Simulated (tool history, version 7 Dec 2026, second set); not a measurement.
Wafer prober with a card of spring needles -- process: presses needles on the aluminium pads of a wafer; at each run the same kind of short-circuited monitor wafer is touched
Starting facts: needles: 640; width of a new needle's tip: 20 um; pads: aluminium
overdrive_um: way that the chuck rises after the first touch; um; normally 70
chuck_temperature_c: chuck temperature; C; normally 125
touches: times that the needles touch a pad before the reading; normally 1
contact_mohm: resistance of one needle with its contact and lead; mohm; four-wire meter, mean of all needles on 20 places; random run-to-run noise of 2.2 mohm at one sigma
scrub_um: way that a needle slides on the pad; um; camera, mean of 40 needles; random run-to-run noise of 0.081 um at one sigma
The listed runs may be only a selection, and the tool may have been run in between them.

run,hour,overdrive_um,chuck_temperature_c,touches,contact_mohm,scrub_um
1,0,70,125,1,264,18.81
# hour 8.9: tips cleaned on abrasive film
2,9.9,70,125,1,259,19
3,20.3,70,125,1,271,18.81
4,25.5,70,125,1,269,18.86
# hour 28.9: tips cleaned on abrasive film
5,35.2,70,125,2,257,18.92
6,44,70,125,2,262,18.83
# hour 49.3: tips cleaned on abrasive film
7,56.6,70,125,1,264,18.84
8,62.1,70,125,1,263,18.97
# hour 69.3: tips cleaned on abrasive film
9,71.9,70,50,1,237,18.94
10,80.2,70,50,1,251,18.86
# hour 90.1: tips cleaned on abrasive film
11,92.6,73,50,1,239,19.56
12,104,80,50,1,246,21.42
# hour 110.7: tips cleaned on abrasive film
13,116.1,80,50,1,235,21.64
14,127.9,88,125,1,263,23.69
# hour 131.4: tips cleaned on abrasive film
15,136.6,70,125,1,258,18.83
16,145,70,125,1,267,18.78
# hour 152: tips cleaned on abrasive film
17,152.4,70,125,1,250,18.84
18,162.7,70,86,2,251,18.81
19,169.4,59,50,3,256,15.81
# hour 172.3: tips cleaned on abrasive film
20,176.8,73,125,1,258,19.48
21,182.4,73,125,1,266,19.52
22,191.3,73,125,1,270,19.5
# hour 192.3: tips cleaned on abrasive film
23,200.9,59,51,2,251,15.73
# hour 212.5: tips cleaned on abrasive film
24,213.2,70,36,2,228,18.74
25,219,70,36,2,235,18.78
26,229.4,70,36,2,239,18.51
# hour 232.5: tips cleaned on abrasive film
27,242.1,57,102,2,264,15.12
# hour 252.7: tips cleaned on abrasive film
28,252.9,61,109,2,251,16.13
29,259,55,109,3,259,14.69
30,266.1,70,51,2,245,18.56
# hour 273.5: tips cleaned on abrasive film
31,275.1,72,125,1,254,19.18
32,282.7,66,59,1,253,17.54
33,292.2,84,44,2,240,22.4
# hour 294.1: tips cleaned on abrasive film
34,300.7,72,75,1,252,19.17

Each row is a separate what-if for the run after 34, all from the same tool condition, not one after another. Results?
A,308.2,58,50,1,?,?
B,308.2,72,44,1,?,?
C,308.2,70,32,1,?,?
D,308.2,72,75,3,?,?

run,contact_mohm,scrub_um
A,269,15.29
B,254,19.07
C,253,18.62
D,246,19.21
Without the tool's hidden state the same runs would have given:
run,contact_mohm,scrub_um
A,235,15.7
B,231,19.48
C,227,19.03
D,238,19.63

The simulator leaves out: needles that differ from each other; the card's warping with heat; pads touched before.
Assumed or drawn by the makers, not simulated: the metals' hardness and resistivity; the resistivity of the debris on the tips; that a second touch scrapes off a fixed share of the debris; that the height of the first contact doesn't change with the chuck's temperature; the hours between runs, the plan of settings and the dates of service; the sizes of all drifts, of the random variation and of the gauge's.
